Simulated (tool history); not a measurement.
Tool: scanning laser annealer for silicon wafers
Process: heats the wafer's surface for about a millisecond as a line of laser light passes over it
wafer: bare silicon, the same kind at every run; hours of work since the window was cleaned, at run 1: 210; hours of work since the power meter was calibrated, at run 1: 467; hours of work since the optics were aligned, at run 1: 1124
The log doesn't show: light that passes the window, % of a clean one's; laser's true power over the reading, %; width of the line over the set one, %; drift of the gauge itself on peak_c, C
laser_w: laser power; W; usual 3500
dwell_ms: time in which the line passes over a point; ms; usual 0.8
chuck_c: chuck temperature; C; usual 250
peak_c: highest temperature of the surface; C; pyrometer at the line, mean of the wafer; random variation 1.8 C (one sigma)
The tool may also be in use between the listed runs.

run,hour,laser_w,dwell_ms,chuck_c,hours of work since the window was cleaned,hours of work since the power meter was calibrated,hours of work since the optics were aligned,peak_c
1,0,3500,0.8,250,210,467,1124,1006
2,30.5,3500,0.8,250,228,485,1142,1010
3,49,3787,0.8,250,239,496,1153,1086
4,80.2,3500,0.978,250,257,514,1171,1092
5,103.7,3500,0.978,250,271,528,1185,1088
# hour 137.3: optics aligned, line set to its width
6,141.8,3500,0.8,250,291,548,3,1026
# hour 171.2: window over the wafer cleaned
7,171.2,3500,0.8,250,0,564,19,1044
8,192.7,3500,0.602,250,13,577,32,926
9,208.7,3500,0.602,250,22,586,41,927
10,240.2,3500,0.602,250,41,605,60,928
11,261.9,3500,0.876,250,54,618,73,1082
12,282.9,3071,0.779,250,66,630,85,903
13,305.7,3605,0.8,272,80,644,99,1090
14,331.5,3500,0.91,230,95,659,114,1074
15,353.6,3044,0.91,245,108,672,127,947

How the hidden state differs across the entries between the runs, from the last listed run before each to the first after it:
Between runs 5 and 6: optics aligned, line set to its width (hour 137.3)
  light that passes the window, % of a clean one's: 98.07 -> 97.94; laser's true power over the reading, %: 0.07 -> 0.08; width of the line over the set one, %: 4.57 -> 0.26
  measured less the result without the state, peak_c: -50 -> -22 C
Between runs 6 and 7: window over the wafer cleaned (hour 171.2)
  light that passes the window, % of a clean one's: 97.94 -> 99.85; width of the line over the set one, %: 0.26 -> 0.32
  measured less the result without the state, peak_c: -22 -> -2 C
